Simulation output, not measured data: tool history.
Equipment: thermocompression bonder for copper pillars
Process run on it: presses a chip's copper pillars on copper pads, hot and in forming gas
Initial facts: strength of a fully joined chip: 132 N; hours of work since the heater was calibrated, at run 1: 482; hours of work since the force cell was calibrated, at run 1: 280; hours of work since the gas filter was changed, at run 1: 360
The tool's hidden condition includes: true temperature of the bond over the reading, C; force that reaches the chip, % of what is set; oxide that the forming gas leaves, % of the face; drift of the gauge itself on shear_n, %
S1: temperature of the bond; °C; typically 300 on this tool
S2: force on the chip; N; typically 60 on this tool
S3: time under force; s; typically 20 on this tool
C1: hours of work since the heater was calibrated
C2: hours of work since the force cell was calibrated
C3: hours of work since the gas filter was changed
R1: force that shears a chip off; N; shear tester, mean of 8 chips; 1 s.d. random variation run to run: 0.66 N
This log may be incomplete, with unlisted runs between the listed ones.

run 1 hour=0 | S1=300 S2=60 S3=20 | C1=482 C2=280 C3=360 | R1=59
run 2 hour=5.6 | S1=300 S2=60 S3=20 | C1=486 C2=285 C3=364 | R1=57
run 3 hour=14.7 | S1=300 S2=60 S3=20 | C1=492 C2=291 C3=370 | R1=58.8
run 4 hour=22.3 | S1=300 S2=60 S3=20 | C1=498 C2=297 C3=376 | R1=57.4
run 5 hour=30.5 | S1=300 S2=76 S3=20 | C1=504 C2=303 C3=382 | R1=71.2
run 6 hour=40.8 | S1=286 S2=60 S3=20 | C1=511 C2=310 C3=389 | R1=48.3
run 7 hour=46.6 | S1=286 S2=60 S3=20 | C1=515 C2=314 C3=393 | R1=46.8
run 8 hour=53 | S1=286 S2=60 S3=20 | C1=520 C2=319 C3=398 | R1=47.4
run 9 hour=58.3 | S1=286 S2=51 S3=37 | C1=524 C2=323 C3=402 | R1=52.5
run 10 hour=63.1 | S1=286 S2=40 S3=11 | C1=527 C2=326 C3=405 | R1=23.9
run 11 hour=70.9 | S1=307 S2=60 S3=20 | C1=533 C2=332 C3=411 | R1=61.9
run 12 hour=75.4 | S1=300 S2=89 S3=20 | C1=536 C2=335 C3=414 | R1=80
run 13 hour=84.1 | S1=300 S2=89 S3=20 | C1=542 C2=341 C3=421 | R1=80

Run 14 is up next; what results do you expect?
run 14 hour=93.8 | S1=300 S2=89 S3=20 | C1=549 C2=348 C3=428 | R1=?

{"run 14": {"R1": 79.8}}
On a tool with no hidden condition, and with the same random variation, this run would have come out at R1 79.5 N.
